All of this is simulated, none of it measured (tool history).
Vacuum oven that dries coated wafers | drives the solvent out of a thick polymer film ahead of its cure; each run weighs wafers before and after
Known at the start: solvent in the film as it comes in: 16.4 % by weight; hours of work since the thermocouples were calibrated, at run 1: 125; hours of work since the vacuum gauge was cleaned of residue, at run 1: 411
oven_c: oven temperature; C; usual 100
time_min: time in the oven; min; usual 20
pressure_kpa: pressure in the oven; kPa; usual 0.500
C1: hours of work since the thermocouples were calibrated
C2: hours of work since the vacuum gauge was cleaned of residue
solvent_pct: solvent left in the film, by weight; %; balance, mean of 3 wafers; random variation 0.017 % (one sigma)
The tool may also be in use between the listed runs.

run 1 hour=0.0 | oven_c=100 time_min=20 pressure_kpa=0.500 | C1=125 C2=411 | solvent_pct=2.64
run 2 hour=26.7 | oven_c=100 time_min=20 pressure_kpa=0.500 | C1=136 C2=422 | solvent_pct=2.65
run 3 hour=50.2 | oven_c=100 time_min=20 pressure_kpa=0.500 | C1=146 C2=432 | solvent_pct=2.61
run 4 hour=68.2 | oven_c=100 time_min=20 pressure_kpa=0.500 | C1=153 C2=439 | solvent_pct=2.64
run 5 hour=93.1 | oven_c=100 time_min=20 pressure_kpa=0.500 | C1=163 C2=449 | solvent_pct=2.68
run 6 hour=119.8 | oven_c=100 time_min=20 pressure_kpa=0.336 | C1=174 C2=460 | solvent_pct=2.53
run 7 hour=147.4 | oven_c=100 time_min=20 pressure_kpa=0.336 | C1=185 C2=471 | solvent_pct=2.55
run 8 hour=176.4 | oven_c=100 time_min=20 pressure_kpa=0.939 | C1=197 C2=483 | solvent_pct=2.90
run 9 hour=196.2 | oven_c=100 time_min=20 pressure_kpa=0.939 | C1=205 C2=491 | solvent_pct=2.96
run 10 hour=226.9 | oven_c=100 time_min=31 pressure_kpa=0.939 | C1=217 C2=503 | solvent_pct=1.65
run 11 hour=242.7 | oven_c=100 time_min=20 pressure_kpa=1.014 | C1=224 C2=510 | solvent_pct=2.98

Forecast run 12:
run 12 hour=270.3 | oven_c=94 time_min=11 pressure_kpa=1.440 | C1=235 C2=521 | solvent_pct=?

solvent_pct: 7.01 %
Without the tool's hidden state the same run would have given solvent_pct 6.88 %.
